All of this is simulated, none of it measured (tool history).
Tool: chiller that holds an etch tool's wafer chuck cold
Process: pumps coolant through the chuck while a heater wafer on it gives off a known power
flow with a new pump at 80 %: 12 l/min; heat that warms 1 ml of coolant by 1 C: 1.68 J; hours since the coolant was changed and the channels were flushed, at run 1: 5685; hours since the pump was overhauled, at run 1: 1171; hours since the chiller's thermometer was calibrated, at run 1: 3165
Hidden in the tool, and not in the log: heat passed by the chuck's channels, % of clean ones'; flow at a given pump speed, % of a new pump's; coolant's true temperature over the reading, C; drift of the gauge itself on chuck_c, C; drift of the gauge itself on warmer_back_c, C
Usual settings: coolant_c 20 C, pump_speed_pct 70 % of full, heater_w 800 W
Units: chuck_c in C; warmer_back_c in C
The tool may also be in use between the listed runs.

| run | hour | coolant_c | pump_speed_pct | heater_w | hours since the coolant was changed and the channels were flushed | hours since the pump was overhauled | hours since the chiller's thermometer was calibrated | chuck_c | warmer_back_c |
|---|---|---|---|---|---|---|---|---|---|
| 1 | 0 | 20 | 70 | 800 | 5685 | 1171 | 3165 | 29.3 | 2.75 |
| 2 | 24.8 | 20 | 70 | 800 | 5710 | 1195 | 3190 | 29.2 | 2.75 |
| 3 | 64.5 | 20 | 70 | 458 | 5750 | 1235 | 3230 | 25.5 | 1.57 |
| 4 | 107.3 | 22 | 70 | 458 | 5792 | 1278 | 3273 | 27.5 | 1.6 |
| 5 | 125.9 | 22 | 70 | 458 | 5811 | 1296 | 3291 | 27.7 | 1.57 |
| 6 | 156.7 | 14 | 70 | 800 | 5842 | 1327 | 3322 | 23.4 | 2.79 |
| 7 | 190.7 | 20 | 70 | 800 | 5876 | 1361 | 3356 | 29.4 | 2.77 |
| 8 | 209.9 | 20 | 70 | 800 | 5895 | 1380 | 3375 | 29.3 | 2.74 |
| 9 | 247.5 | 20 | 70 | 800 | 5933 | 1418 | 3413 | 29.3 | 2.8 |
| 10 | 274.2 | 20 | 70 | 800 | 5959 | 1445 | 3439 | 29.4 | 2.76 |
| 11 | 311.6 | 20 | 70 | 800 | 5997 | 1482 | 3477 | 29.3 | 2.76 |
| 12 | 329.3 | 20 | 70 | 800 | 6014 | 1500 | 3495 | 29.6 | 2.79 |
| 13 | 349.5 | 20 | 70 | 800 | 6035 | 1520 | 3515 | 29.5 | 2.73 |
| 14 | 377.8 | 20 | 70 | 800 | 6063 | 1548 | 3543 | 29.5 | 2.83 |
| 15 | 404 | 20 | 70 | 800 | 6089 | 1575 | 3569 | 29.5 | 2.83 |
| 16 | 429 | 11 | 70 | 800 | 6114 | 1600 | 3594 | 20.7 | 2.77 |
| 17 | 467.5 | 30 | 65 | 472 | 6153 | 1638 | 3633 | 36 | 1.73 |
| 18 | 502.1 | 17 | 76 | 794 | 6187 | 1673 | 3667 | 26.1 | 2.56 |
| 19 | 542.2 | 20 | 84 | 800 | 6227 | 1713 | 3707 | 28.4 | 2.33 |
| 20 | 570.9 | 20 | 84 | 800 | 6256 | 1742 | 3736 | 28.7 | 2.35 |
| 21 | 611.9 | 20 | 84 | 800 | 6297 | 1782 | 3777 | 28.7 | 2.33 |
| 22 | 649.2 | 20 | 84 | 800 | 6334 | 1820 | 3814 | 28.7 | 2.31 |
| 23 | 673 | 20 | 84 | 800 | 6358 | 1844 | 3838 | 28.5 | 2.35 |
| 24 | 704.8 | 20 | 70 | 780 | 6390 | 1875 | 3870 | 29.4 | 2.76 |
| 25 | 739.6 | 11 | 64 | 485 | 6425 | 1910 | 3905 | 17.4 | 1.86 |
| 26 | 758.9 | 11 | 64 | 485 | 6444 | 1930 | 3924 | 17.4 | 1.79 |
| 27 | 776.3 | 11 | 64 | 485 | 6461 | 1947 | 3941 | 17.3 | 1.83 |
| 28 | 810.8 | 11 | 64 | 485 | 6496 | 1981 | 3976 | 17.3 | 1.87 |
| 29 | 850.4 | 11 | 78 | 704 | 6535 | 2021 | 4016 | 19.3 | 2.18 |
| 30 | 868.7 | 11 | 80 | 773 | 6554 | 2039 | 4034 | 19.7 | 2.36 |
| 31 | 909.4 | 11 | 80 | 773 | 6594 | 2080 | 4075 | 19.7 | 2.4 |
| 32 | 939.7 | 11 | 80 | 773 | 6625 | 2110 | 4105 | 19.7 | 2.36 |

Some steps in chuck_c between neighbouring runs. How much of each would the tool show without its hidden state too (settings, what came in, random variation), and how much is left for the hidden state, with any gauge scatter that isn't in both results?
Run 2 -> 3: heater_w 800 -> 458. chuck_c -3.7 C: hidden state -0.6, all else -3.1.
Run 5 -> 6: coolant_c 22 -> 14, heater_w 458 -> 800. chuck_c -4.3 C: hidden state +0.6, all else -4.9.
Run 16 -> 17: coolant_c 11 -> 30, pump_speed_pct 70 -> 65, heater_w 800 -> 472. chuck_c +15.3 C: hidden state -0.6, all else +15.9.
Run 17 -> 18: coolant_c 30 -> 17, pump_speed_pct 65 -> 76, heater_w 472 -> 794. chuck_c -9.9 C: hidden state +0.5, all else -10.4.
Run 24 -> 25: coolant_c 20 -> 11, pump_speed_pct 70 -> 64, heater_w 780 -> 485. chuck_c -12 C: hidden state -0.5, all else -11.5.
